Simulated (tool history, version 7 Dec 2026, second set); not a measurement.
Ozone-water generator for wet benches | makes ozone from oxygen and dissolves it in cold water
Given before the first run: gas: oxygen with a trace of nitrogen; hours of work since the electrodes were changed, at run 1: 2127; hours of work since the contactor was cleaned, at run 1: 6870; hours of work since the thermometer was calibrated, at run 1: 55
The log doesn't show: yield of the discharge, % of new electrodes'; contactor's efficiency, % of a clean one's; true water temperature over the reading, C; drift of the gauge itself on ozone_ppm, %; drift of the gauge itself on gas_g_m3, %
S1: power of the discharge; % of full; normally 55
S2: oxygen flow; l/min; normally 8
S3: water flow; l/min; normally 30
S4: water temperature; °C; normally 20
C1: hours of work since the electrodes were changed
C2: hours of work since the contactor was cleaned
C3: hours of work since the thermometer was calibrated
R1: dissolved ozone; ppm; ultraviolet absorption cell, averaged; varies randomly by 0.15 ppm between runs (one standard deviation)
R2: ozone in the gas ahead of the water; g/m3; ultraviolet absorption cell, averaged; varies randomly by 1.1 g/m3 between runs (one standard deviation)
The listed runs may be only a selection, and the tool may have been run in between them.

run 1 hour=0 | S1=55 S2=8 S3=30 S4=20 | C1=2127 C2=6870 C3=55 | R1=18.6 R2=202.7
run 2 hour=41.3 | S1=55 S2=8 S3=30 S4=20 | C1=2166 C2=6909 C3=94 | R1=18.6 R2=204
run 3 hour=106.9 | S1=55 S2=8 S3=30 S4=20 | C1=2229 C2=6972 C3=156 | R1=18.5 R2=205.1
run 4 hour=152.2 | S1=55 S2=8 S3=42 S4=20 | C1=2272 C2=7015 C3=200 | R1=13.7 R2=203.6
run 5 hour=222.4 | S1=55 S2=8 S3=22 S4=20 | C1=2339 C2=7082 C3=266 | R1=23.9 R2=204
run 6 hour=281.5 | S1=55 S2=8 S3=22 S4=20 | C1=2395 C2=7138 C3=323 | R1=24.2 R2=204.5
run 7 hour=335.3 | S1=55 S2=8 S3=30 S4=24 | C1=2446 C2=7189 C3=374 | R1=17.7 R2=206.7
run 8 hour=396.7 | S1=55 S2=8 S3=30 S4=24 | C1=2505 C2=7248 C3=432 | R1=17.6 R2=203.3
run 9 hour=465.9 | S1=55 S2=8 S3=30 S4=20 | C1=2571 C2=7314 C3=498 | R1=18.6 R2=204.6
run 10 hour=534.9 | S1=55 S2=8 S3=30 S4=20 | C1=2636 C2=7379 C3=564 | R1=18.7 R2=203.9
run 11 hour=599 | S1=55 S2=8 S3=30 S4=20 | C1=2697 C2=7441 C3=625 | R1=18.6 R2=204.2
run 12 hour=648.3 | S1=55 S2=8 S3=30 S4=20 | C1=2744 C2=7487 C3=672 | R1=18.4 R2=203.8
run 13 hour=682.2 | S1=69 S2=8 S3=30 S4=13 | C1=2777 C2=7520 C3=704 | R1=24.2 R2=236.9
run 14 hour=748.1 | S1=77 S2=10.45 S3=33 S4=21 | C1=2839 C2=7582 C3=767 | R1=20.9 R2=219.8
run 15 hour=807.3 | S1=50 S2=6.35 S3=31 S4=26 | C1=2896 C2=7639 C3=824 | R1=15.7 R2=217.7
run 16 hour=857.7 | S1=55 S2=9.05 S3=27 S4=20 | C1=2944 C2=7687 C3=872 | R1=20 R2=190.3
run 17 hour=922.4 | S1=55 S2=9.05 S3=46 S4=22 | C1=3005 C2=7749 C3=933 | R1=12.1 R2=191.9
run 18 hour=953.6 | S1=69 S2=8.17 S3=39 S4=25 | C1=3035 C2=7778 C3=963 | R1=16 R2=234
run 19 hour=989 | S1=69 S2=8.17 S3=39 S4=25 | C1=3069 C2=7812 C3=997 | R1=16 R2=234.6
run 20 hour=1045.5 | S1=69 S2=8.17 S3=39 S4=25 | C1=3123 C2=7866 C3=1050 | R1=16.1 R2=237
run 21 hour=1077.1 | S1=69 S2=8.17 S3=39 S4=25 | C1=3153 C2=7896 C3=1081 | R1=16 R2=235.3

For some of the steps in R2 from one run to the next: how much would appear even if the tool had no hidden state, given the settings, what came in and random variation, and how much remains for the hidden state plus any gauge scatter that the measured result and the result without hidden state don't share?
Run 12 -> 13: S1 55 -> 69, S4 20 -> 13. R2 +33.1 g/m3: hidden state +0.4, all else +32.7.
Run 17 -> 18: S1 55 -> 69, S2 9.05 -> 8.17, S3 46 -> 39, S4 22 -> 25. R2 +42.1 g/m3: hidden state +0.7, all else +41.4.
